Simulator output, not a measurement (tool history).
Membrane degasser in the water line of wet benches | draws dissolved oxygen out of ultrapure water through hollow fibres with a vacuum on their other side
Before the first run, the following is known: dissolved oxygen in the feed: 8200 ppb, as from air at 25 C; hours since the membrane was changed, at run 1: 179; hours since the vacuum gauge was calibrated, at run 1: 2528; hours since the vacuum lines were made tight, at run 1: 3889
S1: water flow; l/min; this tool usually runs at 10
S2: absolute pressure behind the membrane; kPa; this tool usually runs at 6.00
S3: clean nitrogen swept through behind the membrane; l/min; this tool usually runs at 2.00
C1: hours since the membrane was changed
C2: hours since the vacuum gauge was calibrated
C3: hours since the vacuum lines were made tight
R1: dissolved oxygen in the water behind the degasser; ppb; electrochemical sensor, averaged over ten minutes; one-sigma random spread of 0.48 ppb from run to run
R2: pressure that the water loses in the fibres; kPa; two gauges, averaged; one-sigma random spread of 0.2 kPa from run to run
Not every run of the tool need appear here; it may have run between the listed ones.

run 1 day=0.000 | S1=10 S2=6.00 S3=2.00 | C1=179 C2=2528 C3=3889 | R1=40.6 R2=45.26
run 2 day=2.321 | S1=10 S2=6.00 S3=2.00 | C1=235 C2=2584 C3=3944 | R1=40.6 R2=45.31
run 3 day=6.142 | S1=10 S2=6.00 S3=2.00 | C1=326 C2=2676 C3=4036 | R1=40.6 R2=45.19
run 4 day=9.129 | S1=10 S2=6.00 S3=2.00 | C1=398 C2=2748 C3=4108 | R1=40.0 R2=45.39
run 5 day=11.362 | S1=10 S2=6.00 S3=2.00 | C1=452 C2=2801 C3=4161 | R1=39.9 R2=45.12
run 6 day=13.125 | S1=10 S2=6.00 S3=2.00 | C1=494 C2=2843 C3=4204 | R1=41.3 R2=45.50
run 7 day=14.696 | S1=10 S2=6.00 S3=2.00 | C1=532 C2=2881 C3=4241 | R1=40.1 R2=45.46
run 8 day=16.721 | S1=10 S2=6.00 S3=0.84 | C1=580 C2=2930 C3=4290 | R1=88.9 R2=45.33
run 9 day=20.283 | S1=11 S2=6.00 S3=0.84 | C1=666 C2=3015 C3=4375 | R1=97.9 R2=50.00
run 10 day=22.279 | S1=10 S2=6.00 S3=2.00 | C1=714 C2=3063 C3=4423 | R1=41.8 R2=45.40
run 11 day=25.696 | S1=10 S2=6.00 S3=1.51 | C1=796 C2=3145 C3=4505 | R1=52.8 R2=45.40
run 12 day=27.654 | S1=10 S2=6.00 S3=2.00 | C1=843 C2=3192 C3=4552 | R1=41.1 R2=45.49
run 13 day=29.400 | S1=10 S2=7.95 S3=2.00 | C1=885 C2=3234 C3=4594 | R1=66.1 R2=45.94
run 14 day=32.850 | S1=10 S2=7.95 S3=2.00 | C1=968 C2=3317 C3=4677 | R1=64.7 R2=45.46
run 15 day=36.333 | S1=10 S2=7.95 S3=2.00 | C1=1051 C2=3400 C3=4761 | R1=65.2 R2=45.35
run 16 day=39.392 | S1=10 S2=7.95 S3=2.00 | C1=1124 C2=3474 C3=4834 | R1=66.1 R2=45.74
-- day=39.696 vacuum gauge calibrated
run 17 day=42.671 | S1=10 S2=5.83 S3=5.53 | C1=1203 C2=71 C3=4912 | R1=16.8 R2=45.56
run 18 day=44.996 | S1=10 S2=5.83 S3=4.25 | C1=1258 C2=127 C3=4968 | R1=21.3 R2=45.60
-- day=48.508 vacuum gauge calibrated, once more
run 19 day=48.829 | S1=10 S2=5.83 S3=4.25 | C1=1350 C2=8 C3=5060 | R1=19.8 R2=45.72
run 20 day=52.054 | S1=10 S2=4.95 S3=5.61 | C1=1427 C2=85 C3=5137 | R1=12.2 R2=45.85
run 21 day=55.167 | S1=10 S2=4.95 S3=5.61 | C1=1502 C2=160 C3=5212 | R1=12.0 R2=45.28
run 22 day=58.042 | S1=10 S2=4.95 S3=5.61 | C1=1571 C2=229 C3=5281 | R1=11.4 R2=45.79
run 23 day=61.475 | S1=8 S2=8.80 S3=0.91 | C1=1653 C2=311 C3=5363 | R1=124.9 R2=36.14
run 24 day=63.608 | S1=14 S2=8.80 S3=2.29 | C1=1705 C2=362 C3=5414 | R1=102.3 R2=63.83
run 25 day=66.125 | S1=14 S2=9.83 S3=3.11 | C1=1765 C2=423 C3=5475 | R1=94.6 R2=64.11
run 26 day=69.667 | S1=16 S2=9.83 S3=2.23 | C1=1850 C2=508 C3=5560 | R1=151.2 R2=72.78
run 27 day=71.612 | S1=7 S2=7.79 S3=2.90 | C1=1897 C2=554 C3=5606 | R1=29.8 R2=32.14
run 28 day=73.283 | S1=7 S2=7.79 S3=2.90 | C1=1937 C2=595 C3=5646 | R1=29.5 R2=31.79
run 29 day=76.271 | S1=10 S2=7.46 S3=2.00 | C1=2009 C2=666 C3=5718 | R1=57.7 R2=45.66
run 30 day=79.733 | S1=8 S2=6.21 S3=1.31 | C1=2092 C2=749 C3=5801 | R1=47.8 R2=36.28
run 31 day=81.417 | S1=8 S2=13.80 S3=4.07 | C1=2132 C2=790 C3=5842 | R1=56.6 R2=36.33

Each row is a separate what-if for the run after 31, all from the same tool condition, not one after another. Results?
run A day=84.612 | S1=6 S2=6.00 S3=2.86 | C1=2209 C2=867 C3=5918 | R1=? R2=?
run B day=84.612 | S1=10 S2=6.00 S3=2.00 | C1=2209 C2=867 C3=5918 | R1=? R2=?
run C day=84.612 | S1=10 S2=13.80 S3=4.07 | C1=2209 C2=867 C3=5918 | R1=? R2=?
run D day=84.612 | S1=16 S2=13.80 S3=5.08 | C1=2209 C2=867 C3=5918 | R1=? R2=?

run=A R1=15.8 R2=27.55
run=B R1=39.7 R2=45.72
run=C R1=71.4 R2=45.64
run=D R1=119.4 R2=72.79
Stripped of hidden state, with their random variation kept, the same runs would have yielded:
run=A R1=14.3 R2=27.32
run=B R1=37.4 R2=45.34
run=C R1=67.8 R2=45.26
run=D R1=115.1 R2=72.18

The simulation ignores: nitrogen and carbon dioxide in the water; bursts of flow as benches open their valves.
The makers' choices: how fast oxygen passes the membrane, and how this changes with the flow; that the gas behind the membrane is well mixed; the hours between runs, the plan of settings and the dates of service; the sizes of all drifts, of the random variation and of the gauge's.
